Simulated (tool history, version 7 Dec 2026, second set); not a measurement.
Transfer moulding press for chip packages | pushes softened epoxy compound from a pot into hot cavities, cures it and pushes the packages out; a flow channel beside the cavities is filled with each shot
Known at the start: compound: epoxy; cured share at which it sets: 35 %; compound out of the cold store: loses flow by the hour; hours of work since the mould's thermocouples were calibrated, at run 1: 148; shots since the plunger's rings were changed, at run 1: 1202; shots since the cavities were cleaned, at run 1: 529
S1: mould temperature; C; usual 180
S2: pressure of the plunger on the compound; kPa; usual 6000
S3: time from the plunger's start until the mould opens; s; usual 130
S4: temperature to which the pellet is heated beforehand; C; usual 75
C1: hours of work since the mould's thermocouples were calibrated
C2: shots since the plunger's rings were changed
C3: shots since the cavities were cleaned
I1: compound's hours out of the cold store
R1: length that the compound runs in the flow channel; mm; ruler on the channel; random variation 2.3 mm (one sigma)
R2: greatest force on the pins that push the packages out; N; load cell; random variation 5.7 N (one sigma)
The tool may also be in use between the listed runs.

run,hour,S1,S2,S3,S4,C1,C2,C3,I1,R1,R2
1,0,180,6000,130,75,148,1202,529,33.9,644,202
2,9.7,180,6360,130,75,153,1270,597,40.2,648,196
3,19.8,180,6360,130,75,158,1342,669,10.4,732,208
4,24.8,180,6360,142,75,160,1377,704,21.8,695,192
5,30.3,180,5550,130,75,163,1416,743,15.6,669,207
6,39.4,180,5550,130,75,167,1479,806,38.7,605,198
7,44.4,180,5550,130,75,170,1515,842,19.9,655,201
8,50.2,180,5910,130,75,173,1556,883,27.8,655,191
9,57.9,180,5910,130,75,177,1610,937,19.3,682,199
# hour 63.9: cavities cleaned with cleaning compound and waxed
10,68.7,180,6000,130,67,181,1676,34,42.2,623,197
11,77.7,180,6000,130,67,186,1739,97,27.3,660,199
12,87.8,180,6000,130,67,191,1810,168,14.6,699,209
13,92.5,180,6000,130,67,193,1843,201,10.4,714,208
14,100.4,180,6000,130,67,197,1899,257,47.2,611,198
15,106.8,179,4590,130,69,200,1944,302,17.7,612,208
16,112.5,176,5650,159,75,203,1984,342,21.4,676,197
17,119,176,7030,159,72,206,2030,388,26.7,737,197
18,123.3,180,5340,130,75,209,2060,418,41,592,193
19,129.5,177,4880,168,67,212,2104,462,12.1,654,199
20,134.3,177,4880,168,67,214,2138,496,8.5,664,203
21,138.5,179,4960,168,67,216,2167,525,24.1,614,187
22,143.8,176,4960,135,67,219,2205,563,24.5,625,215
23,149.4,185,4960,135,73,222,2244,602,8.2,634,184
24,158.8,175,6000,130,75,226,2310,668,32.3,669,245
25,167.4,187,4590,135,75,231,2371,729,36.5,536,195
26,177.2,187,4590,135,75,236,2440,798,46.4,511,189
27,181.3,180,6000,130,73,238,2469,827,42.5,621,198
28,189.8,184,6780,142,74,242,2529,887,9.3,746,192

How the hidden state differs across the entries between the runs, from the last listed run before each to the first after it:
Between runs 9 and 10: cavities cleaned with cleaning compound and waxed (hour 63.9)
  grip of the stained cavities, % over clean ones': 1.8 -> 0.2
